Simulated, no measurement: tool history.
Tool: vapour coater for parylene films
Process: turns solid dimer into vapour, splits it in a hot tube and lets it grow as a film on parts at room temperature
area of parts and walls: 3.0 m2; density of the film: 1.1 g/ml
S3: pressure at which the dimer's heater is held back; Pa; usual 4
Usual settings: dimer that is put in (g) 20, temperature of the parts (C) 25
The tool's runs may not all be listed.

run 1 hour=0 | dimer_that_is_put_in_(g)=20 temperature_of_the_parts_(C)=25 S3=4 | thickness_of_the_film_(µm)=4.43
run 2 hour=17.7 | dimer_that_is_put_in_(g)=20 temperature_of_the_parts_(C)=25 S3=4 | thickness_of_the_film_(µm)=4.46
run 3 hour=32.1 | dimer_that_is_put_in_(g)=20 temperature_of_the_parts_(C)=25 S3=4 | thickness_of_the_film_(µm)=4.47
run 4 hour=51.4 | dimer_that_is_put_in_(g)=20 temperature_of_the_parts_(C)=25 S3=4 | thickness_of_the_film_(µm)=4.43
run 5 hour=73.4 | dimer_that_is_put_in_(g)=20 temperature_of_the_parts_(C)=25 S3=2.3 | thickness_of_the_film_(µm)=4.76
run 6 hour=92.7 | dimer_that_is_put_in_(g)=20 temperature_of_the_parts_(C)=25 S3=2.3 | thickness_of_the_film_(µm)=4.72
run 7 hour=121.7 | dimer_that_is_put_in_(g)=20 temperature_of_the_parts_(C)=25 S3=2.3 | thickness_of_the_film_(µm)=4.7
run 8 hour=145.7 | dimer_that_is_put_in_(g)=20 temperature_of_the_parts_(C)=25 S3=2.67 | thickness_of_the_film_(µm)=4.64
run 9 hour=167.7 | dimer_that_is_put_in_(g)=20 temperature_of_the_parts_(C)=25 S3=2.67 | thickness_of_the_film_(µm)=4.62
run 10 hour=190.1 | dimer_that_is_put_in_(g)=20 temperature_of_the_parts_(C)=19 S3=2.67 | thickness_of_the_film_(µm)=5.08
run 11 hour=218.9 | dimer_that_is_put_in_(g)=20 temperature_of_the_parts_(C)=25 S3=6.78 | thickness_of_the_film_(µm)=4.02
-- hour=247.4 trap's valve overhauled
run 12 hour=255.7 | dimer_that_is_put_in_(g)=20 temperature_of_the_parts_(C)=25 S3=6.78 | thickness_of_the_film_(µm)=4.34
run 13 hour=272.8 | dimer_that_is_put_in_(g)=17 temperature_of_the_parts_(C)=25 S3=4 | thickness_of_the_film_(µm)=3.94
run 14 hour=297.2 | dimer_that_is_put_in_(g)=9 temperature_of_the_parts_(C)=25 S3=4 | thickness_of_the_film_(µm)=2.09
run 15 hour=317.4 | dimer_that_is_put_in_(g)=9 temperature_of_the_parts_(C)=25 S3=4 | thickness_of_the_film_(µm)=2.11
run 16 hour=339.7 | dimer_that_is_put_in_(g)=20 temperature_of_the_parts_(C)=25 S3=4.4 | thickness_of_the_film_(µm)=4.55
run 17 hour=356.5 | dimer_that_is_put_in_(g)=15 temperature_of_the_parts_(C)=25 S3=4 | thickness_of_the_film_(µm)=3.46
run 18 hour=371 | dimer_that_is_put_in_(g)=15 temperature_of_the_parts_(C)=25 S3=4 | thickness_of_the_film_(µm)=3.43
run 19 hour=397.5 | dimer_that_is_put_in_(g)=20 temperature_of_the_parts_(C)=27 S3=4 | thickness_of_the_film_(µm)=4.46
run 20 hour=420.7 | dimer_that_is_put_in_(g)=20 temperature_of_the_parts_(C)=27 S3=4 | thickness_of_the_film_(µm)=4.43
run 21 hour=437.9 | dimer_that_is_put_in_(g)=20 temperature_of_the_parts_(C)=27 S3=4 | thickness_of_the_film_(µm)=4.39
run 22 hour=468 | dimer_that_is_put_in_(g)=20 temperature_of_the_parts_(C)=27 S3=4 | thickness_of_the_film_(µm)=4.37
run 23 hour=484.2 | dimer_that_is_put_in_(g)=20 temperature_of_the_parts_(C)=25 S3=4.99 | thickness_of_the_film_(µm)=4.4
run 24 hour=504.4 | dimer_that_is_put_in_(g)=20 temperature_of_the_parts_(C)=25 S3=4 | thickness_of_the_film_(µm)=4.52
run 25 hour=526.2 | dimer_that_is_put_in_(g)=20 temperature_of_the_parts_(C)=21 S3=6.17 | thickness_of_the_film_(µm)=4.57
run 26 hour=558.7 | dimer_that_is_put_in_(g)=20 temperature_of_the_parts_(C)=30 S3=9.82 | thickness_of_the_film_(µm)=3.66
run 27 hour=591.3 | dimer_that_is_put_in_(g)=20 temperature_of_the_parts_(C)=26 S3=9.82 | thickness_of_the_film_(µm)=3.9
run 28 hour=619.4 | dimer_that_is_put_in_(g)=10 temperature_of_the_parts_(C)=26 S3=3.24 | thickness_of_the_film_(µm)=2.25
run 29 hour=635.3 | dimer_that_is_put_in_(g)=20 temperature_of_the_parts_(C)=32 S3=2.41 | thickness_of_the_film_(µm)=4.21
run 30 hour=656.2 | dimer_that_is_put_in_(g)=27 temperature_of_the_parts_(C)=18 S3=7.45 | thickness_of_the_film_(µm)=6.19
run 31 hour=674.5 | dimer_that_is_put_in_(g)=21 temperature_of_the_parts_(C)=25 S3=7.45 | thickness_of_the_film_(µm)=4.31
run 32 hour=694.9 | dimer_that_is_put_in_(g)=26 temperature_of_the_parts_(C)=25 S3=2.01 | thickness_of_the_film_(µm)=6.32
run 33 hour=721.1 | dimer_that_is_put_in_(g)=18 temperature_of_the_parts_(C)=25 S3=5.06 | thickness_of_the_film_(µm)=3.83
run 34 hour=750.8 | dimer_that_is_put_in_(g)=18 temperature_of_the_parts_(C)=25 S3=5.06 | thickness_of_the_film_(µm)=3.84
run 35 hour=780.1 | dimer_that_is_put_in_(g)=18 temperature_of_the_parts_(C)=25 S3=5.06 | thickness_of_the_film_(µm)=3.85
run 36 hour=804.6 | dimer_that_is_put_in_(g)=15 temperature_of_the_parts_(C)=18 S3=8.48 | thickness_of_the_film_(µm)=3.34
run 37 hour=823 | dimer_that_is_put_in_(g)=15 temperature_of_the_parts_(C)=18 S3=8.48 | thickness_of_the_film_(µm)=3.35
run 38 hour=856.5 | dimer_that_is_put_in_(g)=20 temperature_of_the_parts_(C)=21 S3=4 | thickness_of_the_film_(µm)=4.67
run 39 hour=885.7 | dimer_that_is_put_in_(g)=20 temperature_of_the_parts_(C)=23 S3=2.41 | thickness_of_the_film_(µm)=4.81
run 40 hour=912.9 | dimer_that_is_put_in_(g)=20 temperature_of_the_parts_(C)=23 S3=2.41 | thickness_of_the_film_(µm)=4.74
run 41 hour=932 | dimer_that_is_put_in_(g)=20 temperature_of_the_parts_(C)=23 S3=2.41 | thickness_of_the_film_(µm)=4.74
-- hour=967.9 trap's valve overhauled
run 42 hour=967.9 | dimer_that_is_put_in_(g)=21 temperature_of_the_parts_(C)=25 S3=10.23 | thickness_of_the_film_(µm)=4.37
run 43 hour=989.8 | dimer_that_is_put_in_(g)=21 temperature_of_the_parts_(C)=25 S3=10.23 | thickness_of_the_film_(µm)=4.37
run 44 hour=1020.9 | dimer_that_is_put_in_(g)=32 temperature_of_the_parts_(C)=17 S3=2.45 | thickness_of_the_film_(µm)=9.19
run 45 hour=1047.4 | dimer_that_is_put_in_(g)=24 temperature_of_the_parts_(C)=25 S3=4 | thickness_of_the_film_(µm)=5.58
run 46 hour=1076.9 | dimer_that_is_put_in_(g)=9 temperature_of_the_parts_(C)=25 S3=11.84 | thickness_of_the_film_(µm)=1.81
run 47 hour=1092.1 | dimer_that_is_put_in_(g)=9 temperature_of_the_parts_(C)=17 S3=4 | thickness_of_the_film_(µm)=2.4

3 ways to go on from here, each from the tool as it stands after run 47. What would each give?
run A hour=1125.5 | dimer_that_is_put_in_(g)=9 temperature_of_the_parts_(C)=17 S3=2.55 | thickness_of_the_film_(µm)=?
run B hour=1125.5 | dimer_that_is_put_in_(g)=9 temperature_of_the_parts_(C)=32 S3=3.49 | thickness_of_the_film_(µm)=?
run C hour=1125.5 | dimer_that_is_put_in_(g)=19 temperature_of_the_parts_(C)=25 S3=4 | thickness_of_the_film_(µm)=?

run=A thickness_of_the_film_(µm)=2.55
run=B thickness_of_the_film_(µm)=1.87
run=C thickness_of_the_film_(µm)=4.39
Without the tool's hidden state the same runs would have given:
run=A thickness_of_the_film_(µm)=2.56
run=B thickness_of_the_film_(µm)=1.89
run=C thickness_of_the_film_(µm)=4.42
